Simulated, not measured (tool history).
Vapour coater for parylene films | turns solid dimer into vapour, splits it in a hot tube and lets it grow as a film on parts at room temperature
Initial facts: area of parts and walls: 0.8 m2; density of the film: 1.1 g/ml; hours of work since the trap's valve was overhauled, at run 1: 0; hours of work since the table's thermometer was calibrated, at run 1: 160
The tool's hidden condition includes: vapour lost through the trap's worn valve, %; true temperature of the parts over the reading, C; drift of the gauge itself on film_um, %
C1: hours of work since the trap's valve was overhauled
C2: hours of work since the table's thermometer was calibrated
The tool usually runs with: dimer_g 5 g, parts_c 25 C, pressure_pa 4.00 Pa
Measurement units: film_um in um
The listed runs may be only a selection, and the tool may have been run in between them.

Run 1, hour 0.0: usual settings; C1 0; C2 160. Result: film_um 3.07 um.
Run 2, hour 10.2: usual settings; C1 6; C2 166. Result: film_um 2.99 um.
Run 3, hour 21.9: usual settings; C1 12; C2 172. Result: film_um 3.02 um.
Run 4, hour 31.8: usual settings; C1 18; C2 178. Result: film_um 3.01 um.
Run 5, hour 40.9: usual settings but pressure_pa 9.57 Pa; C1 23; C2 183. Result: film_um 2.73 um.
Run 6, hour 54.3: usual settings; C1 30; C2 190. Result: film_um 3.03 um.
Run 7, hour 66.1: usual settings but pressure_pa 5.90 Pa; C1 37; C2 197. Result: film_um 2.87 um.
Run 8, hour 76.7: usual settings but pressure_pa 5.90 Pa; C1 43; C2 203. Result: film_um 2.79 um.
Run 9, hour 85.7: usual settings but pressure_pa 5.90 Pa; C1 48; C2 208. Result: film_um 2.86 um.
Run 10, hour 101.6: usual settings but dimer_g 2 g, parts_c 18 C; C1 57; C2 217. Result: film_um 1.31 um.
Run 11, hour 112.8: usual settings but parts_c 22 C; C1 63; C2 223. Result: film_um 3.09 um.
Run 12, hour 126.7: usual settings but dimer_g 3 g; C1 71; C2 231. Result: film_um 1.78 um.
Run 13, hour 134.9: usual settings but dimer_g 8 g, parts_c 20 C, pressure_pa 9.18 Pa; C1 76; C2 236. Result: film_um 4.57 um.
Run 14, hour 152.3: usual settings but dimer_g 8 g, parts_c 20 C, pressure_pa 9.18 Pa; C1 85; C2 245. Result: film_um 4.56 um.
Run 15, hour 163.4: usual settings but dimer_g 3 g, parts_c 20 C, pressure_pa 6.71 Pa; C1 91; C2 251. Result: film_um 1.80 um.
Run 16, hour 175.4: usual settings but dimer_g 3 g, parts_c 20 C, pressure_pa 6.71 Pa; C1 98; C2 258. Result: film_um 1.79 um.
Run 17, hour 189.7: usual settings but dimer_g 4 g, parts_c 23 C, pressure_pa 3.10 Pa; C1 106; C2 266. Result: film_um 2.51 um.

Subtracting, for every run, the result it would have given without the tool's unlogged condition from the measured result gives the following. The same run-to-run variation enters both numbers; the gauge's scatter may not:
run  film_um
  1    -0.01
  2    -0.03
  3    -0.02
  4    -0.03
  5    -0.04
  6    -0.05
  7    -0.05
  8    -0.06
  9    -0.05
 10    -0.03
 11    -0.08
 12    -0.05
 13    -0.14
 14    -0.15
 15    -0.07
 16    -0.06
 17    -0.10
